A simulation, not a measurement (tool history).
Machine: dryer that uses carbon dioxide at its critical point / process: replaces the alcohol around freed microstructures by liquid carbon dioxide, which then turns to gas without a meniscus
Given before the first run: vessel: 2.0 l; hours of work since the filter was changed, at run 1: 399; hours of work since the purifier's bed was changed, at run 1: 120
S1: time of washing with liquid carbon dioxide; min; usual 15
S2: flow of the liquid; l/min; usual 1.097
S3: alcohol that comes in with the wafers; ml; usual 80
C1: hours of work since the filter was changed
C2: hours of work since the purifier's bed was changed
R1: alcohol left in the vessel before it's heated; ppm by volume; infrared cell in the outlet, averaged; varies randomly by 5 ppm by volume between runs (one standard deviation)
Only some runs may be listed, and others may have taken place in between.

Run 1, day 0.000: usual settings; C1 399; C2 120. Result: R1 82 ppm by volume.
Run 2, day 0.754: usual settings; C1 405; C2 126. Result: R1 86 ppm by volume.
Run 3, day 1.396: usual settings; C1 409; C2 131. Result: R1 80 ppm by volume.
Run 4, day 1.792: usual settings but S3 55 ml; C1 412; C2 134. Result: R1 49 ppm by volume.
Run 5, day 2.200: usual settings but S3 55 ml; C1 416; C2 137. Result: R1 62 ppm by volume.
Run 6, day 2.758: usual settings but S3 55 ml; C1 420; C2 141. Result: R1 65 ppm by volume.
Run 7, day 3.462: usual settings but S3 55 ml; C1 425; C2 147. Result: R1 70 ppm by volume.
Run 8, day 3.942: usual settings but S1 17 min, S3 55 ml; C1 429; C2 150. Result: R1 34 ppm by volume.
Run 9, day 4.588: usual settings but S1 17 min, S3 55 ml; C1 434; C2 155. Result: R1 31 ppm by volume.
Run 10, day 5.133: usual settings but S1 17 min, S3 55 ml; C1 438; C2 160. Result: R1 34 ppm by volume.
Run 11, day 5.608: usual settings but S3 102 ml; C1 442; C2 163. Result: R1 110 ppm by volume.
Run 12, day 6.142: usual settings but S2 0.810 l/min; C1 446; C2 167. Result: R1 450 ppm by volume.
Run 13, day 6.783: usual settings but S2 0.830 l/min; C1 451; C2 172. Result: R1 403 ppm by volume.
Run 14, day 7.158: usual settings but S2 0.830 l/min; C1 454; C2 175. Result: R1 416 ppm by volume.
Run 15, day 7.700: usual settings but S2 0.830 l/min; C1 458; C2 179. Result: R1 394 ppm by volume.
Run 16, day 8.062: usual settings but S2 0.830 l/min; C1 460; C2 182. Result: R1 413 ppm by volume.
Run 17, day 8.533: usual settings but S2 0.830 l/min; C1 464; C2 186. Result: R1 413 ppm by volume.
Run 18, day 9.108: usual settings but S1 11 min, S2 1.170 l/min, S3 109 ml; C1 468; C2 190. Result: R1 440 ppm by volume.
Run 19, day 9.546: usual settings but S1 11 min, S2 1.170 l/min, S3 109 ml; C1 472; C2 193. Result: R1 447 ppm by volume.
Run 20, day 10.088: usual settings but S1 11 min, S2 1.170 l/min, S3 109 ml; C1 476; C2 197. Result: R1 452 ppm by volume.
At day 10.704: inlet filter changed.
Run 21, day 10.896: usual settings but S1 11 min, S2 1.170 l/min, S3 109 ml; C1 1; C2 203. Result: R1 168 ppm by volume.
Run 22, day 11.675: usual settings but S1 21 min, S2 1.170 l/min, S3 109 ml; C1 7; C2 209. Result: R1 1 ppm by volume.
Run 23, day 12.088: usual settings but S1 12 min, S2 1.520 l/min, S3 35 ml; C1 11; C2 212. Result: R1 21 ppm by volume.
Run 24, day 12.492: usual settings but S1 20 min, S2 0.920 l/min, S3 20 ml; C1 14; C2 215. Result: R1 20 ppm by volume.
Run 25, day 13.108: usual settings but S1 22 min, S2 1.080 l/min, S3 20 ml; C1 18; C2 220. Result: R1 14 ppm by volume.
Run 26, day 13.492: usual settings but S1 16 min, S2 1.110 l/min; C1 21; C2 223. Result: R1 33 ppm by volume.
Run 27, day 14.129: usual settings but S1 12 min, S2 1.110 l/min, S3 27 ml; C1 26; C2 228. Result: R1 46 ppm by volume.
Run 28, day 14.475: usual settings but S2 1.060 l/min; C1 29; C2 231. Result: R1 53 ppm by volume.
Run 29, day 14.912: usual settings but S2 1.060 l/min; C1 32; C2 234. Result: R1 52 ppm by volume.
Run 30, day 15.529: usual settings but S2 1.060 l/min; C1 37; C2 239. Result: R1 44 ppm by volume.
Run 31, day 15.954: usual settings but S2 1.530 l/min; C1 40; C2 242. Result: R1 19 ppm by volume.
Run 32, day 16.404: usual settings but S2 1.530 l/min; C1 44; C2 245. Result: R1 18 ppm by volume.
Run 33, day 16.888: usual settings but S2 1.530 l/min; C1 47; C2 249. Result: R1 18 ppm by volume.
Run 34, day 17.412: usual settings but S1 18 min, S2 0.870 l/min, S3 23 ml; C1 51; C2 253. Result: R1 28 ppm by volume.

Pick out some run-to-run changes in R1. Of each, how much would a tool without hidden state show as well, from the settings, what came in and chance, and how much is left for the hidden state and any gauge scatter not in both results compared?
Hidden state present: flow that reaches the vessel past the clogged filter, %; alcohol in the recycled carbon dioxide, ppm; drift of the gauge itself on alcohol_ppm, %.
Run 10 -> 11: S1 17 -> 15, S3 55 -> 102. R1 +76 ppm by volume: hidden state +53, all else +23.
Run 11 -> 12: S2 1.097 -> 0.810, S3 102 -> 80. R1 +340 ppm by volume: hidden state +183, all else +157.
Run 20 -> 21: inlet filter changed. R1 -284 ppm by volume: hidden state -275, all else -9.
Run 21 -> 22: S1 11 -> 21. R1 -167 ppm by volume: hidden state -10, all else -157.
